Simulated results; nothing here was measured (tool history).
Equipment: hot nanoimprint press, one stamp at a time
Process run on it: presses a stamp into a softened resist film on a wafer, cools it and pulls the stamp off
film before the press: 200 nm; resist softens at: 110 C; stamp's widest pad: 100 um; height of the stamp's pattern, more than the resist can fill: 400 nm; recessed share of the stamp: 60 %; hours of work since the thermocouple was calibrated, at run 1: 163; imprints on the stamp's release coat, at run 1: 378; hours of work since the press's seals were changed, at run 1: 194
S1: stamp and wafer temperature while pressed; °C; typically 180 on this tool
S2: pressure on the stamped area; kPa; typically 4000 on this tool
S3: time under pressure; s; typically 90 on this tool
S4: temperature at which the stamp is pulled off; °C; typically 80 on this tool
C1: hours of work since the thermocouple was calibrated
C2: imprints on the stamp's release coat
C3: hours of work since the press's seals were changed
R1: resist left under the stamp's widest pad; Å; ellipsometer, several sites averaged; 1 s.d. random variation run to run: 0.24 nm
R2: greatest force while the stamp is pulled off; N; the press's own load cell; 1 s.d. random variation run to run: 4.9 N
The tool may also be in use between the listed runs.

run	hour	S1	S2	S3	S4	C1	C2	C3	R1	R2
1	0	180	4000	90	80	163	378	194	782	242
2	15.7	180	4000	90	80	171	424	203	784	245
3	23.5	180	4000	90	80	175	447	207	786	244
4	32.5	180	4000	90	80	180	474	212	787	244
5	44.5	180	4000	90	80	187	509	218	785	232
6	56.8	180	4000	90	80	194	546	225	785	233
7	67	180	4000	155	80	199	576	231	633	239
8	82.2	180	4000	155	80	208	621	239	634	238
9	88.9	178	4000	90	80	211	640	243	845	244
10	101.9	178	4000	90	80	219	679	250	852	234
11	112.4	180	4000	90	67	224	709	256	786	320
12	119.3	180	4000	90	67	228	730	260	786	310
13	134.9	180	4000	90	67	237	776	268	784	324
14	141.9	180	4000	90	67	241	797	272	786	321
15	150.5	180	4000	90	67	245	822	277	782	310
16	165.5	180	3550	90	67	254	866	285	835	335
17	174	180	3260	158	80	258	891	290	704	245
# hour 186.4: plate thermocouple calibrated
18	188.3	191	5740	58	86	1	924	296	515	210
19	196	191	5740	58	86	5	947	300	513	205
20	207.8	191	5740	58	86	12	982	307	510	204
21	216.7	180	4860	90	76	17	1008	311	712	264
22	225.4	191	4000	129	81	21	1034	316	452	240
23	233.2	180	4000	169	69	26	1057	320	618	324
24	244.1	174	4000	90	69	32	1089	326	987	319
25	254.5	186	3780	122	81	37	1120	332	576	238
26	266.4	180	2630	48	80	44	1155	339	1188	247
27	274.2	180	3060	169	80	48	1178	343	708	245
28	284.7	180	5050	90	79	54	1208	349	692	243
# hour 303.4: stamp cleaned and given a new release coat
29	305.3	180	5050	98	79	62	5	357	672	248
30	312.6	180	5050	98	79	66	27	361	666	240

Hidden state at the last listed run before each entry between runs and at the first one after, where it differs:
Run 17 -> run 18: plate thermocouple calibrated (hour 186.4)
  true temperature over the reading, C: 0.04 -> 0; pressure that arrives at the usual setting, %: 99.96 -> 99.95
  difference, measured minus the result without the unlogged condition, R2: +2 -> +2 N
Run 28 -> run 29: stamp cleaned and given a new release coat (hour 303.4)
  true temperature over the reading, C: 0 -> 0.01; grip of the stamp's worn release coat, % over a new coat's: 1.6 -> 0
  difference, measured minus the result without the unlogged condition, R2: +4 -> +0 N

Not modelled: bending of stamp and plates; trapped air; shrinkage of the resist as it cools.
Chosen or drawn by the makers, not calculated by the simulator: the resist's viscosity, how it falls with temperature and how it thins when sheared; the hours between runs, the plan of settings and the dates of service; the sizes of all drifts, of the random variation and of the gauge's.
